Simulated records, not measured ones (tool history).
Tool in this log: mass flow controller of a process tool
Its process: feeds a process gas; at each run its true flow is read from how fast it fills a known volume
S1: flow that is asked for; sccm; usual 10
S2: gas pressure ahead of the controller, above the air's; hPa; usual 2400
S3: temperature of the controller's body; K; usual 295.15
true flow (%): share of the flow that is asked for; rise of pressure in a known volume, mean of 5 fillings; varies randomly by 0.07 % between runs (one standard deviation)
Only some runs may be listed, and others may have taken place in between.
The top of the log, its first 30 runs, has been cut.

Run 31, hour 4290.0: usual settings but S1 7 sccm, S2 2360 hPa, S3 306.15 K. Result: true flow (%) 96.85.
Run 32, hour 4468.6: usual settings but S1 6 sccm, S2 1840 hPa, S3 299.15 K. Result: true flow (%) 96.21.
Run 33, hour 4549.7: usual settings but S1 6 sccm, S2 1840 hPa, S3 299.15 K. Result: true flow (%) 96.19.
Run 34, hour 4636.6: usual settings but S1 8 sccm, S3 301.15 K. Result: true flow (%) 96.45.
Run 35, hour 4826.1: usual settings but S2 1980 hPa, S3 310.15 K. Result: true flow (%) 97.71.
Run 36, hour 4985.1: usual settings but S1 6 sccm, S2 2650 hPa, S3 300.15 K. Result: true flow (%) 95.55.
Run 37, hour 5062.8: usual settings but S1 9 sccm, S2 1640 hPa, S3 296.15 K. Result: true flow (%) 96.63.
Run 38, hour 5240.4: usual settings but S1 9 sccm, S2 2250 hPa, S3 296.15 K. Result: true flow (%) 96.09.
Run 39, hour 5390.8: usual settings but S1 9 sccm, S2 2250 hPa, S3 296.15 K. Result: true flow (%) 96.03.
Run 40, hour 5527.1: usual settings but S1 9 sccm, S2 2250 hPa, S3 296.15 K. Result: true flow (%) 96.04.
Run 41, hour 5704.0: usual settings but S1 9 sccm, S2 2250 hPa, S3 296.15 K. Result: true flow (%) 95.89.
Run 42, hour 5815.2: usual settings but S1 9 sccm, S2 2250 hPa, S3 296.15 K. Result: true flow (%) 95.94.
Run 43, hour 5986.8: usual settings but S2 2050 hPa. Result: true flow (%) 95.94.
Run 44, hour 6177.5: usual settings but S1 15 sccm, S2 1400 hPa. Result: true flow (%) 97.47.
Run 45, hour 6291.4: usual settings but S1 15 sccm, S2 1400 hPa. Result: true flow (%) 97.41.
Run 46, hour 6432.0: usual settings but S3 306.15 K. Result: true flow (%) 96.57.
Run 47, hour 6517.3: usual settings but S2 1790 hPa. Result: true flow (%) 95.96.
Run 48, hour 6624.1: usual settings but S1 3 sccm, S3 299.15 K. Result: true flow (%) 92.35.

Consider 3 possible next runs. They are alternatives, not a sequence: every one starts from the tool as it was left by run 48. What does each give?
Run A, hour 6711.8: usual settings but S1 16 sccm, S2 2410 hPa, S3 307.15 K. Result: true flow (%) ?.
Run B, hour 6711.8: usual settings but S1 7 sccm, S3 301.15 K. Result: true flow (%) ?.
Run C, hour 6711.8: usual settings but S1 2 sccm. Result: true flow (%) ?.

run  true flow (%)
  A          97.80
  B          95.17
  C          90.23
Take away the tool's hidden state, keep each run's random variation, and the runs would have read:
run  true flow (%)
  A          99.94
  B          98.13
  C          96.86

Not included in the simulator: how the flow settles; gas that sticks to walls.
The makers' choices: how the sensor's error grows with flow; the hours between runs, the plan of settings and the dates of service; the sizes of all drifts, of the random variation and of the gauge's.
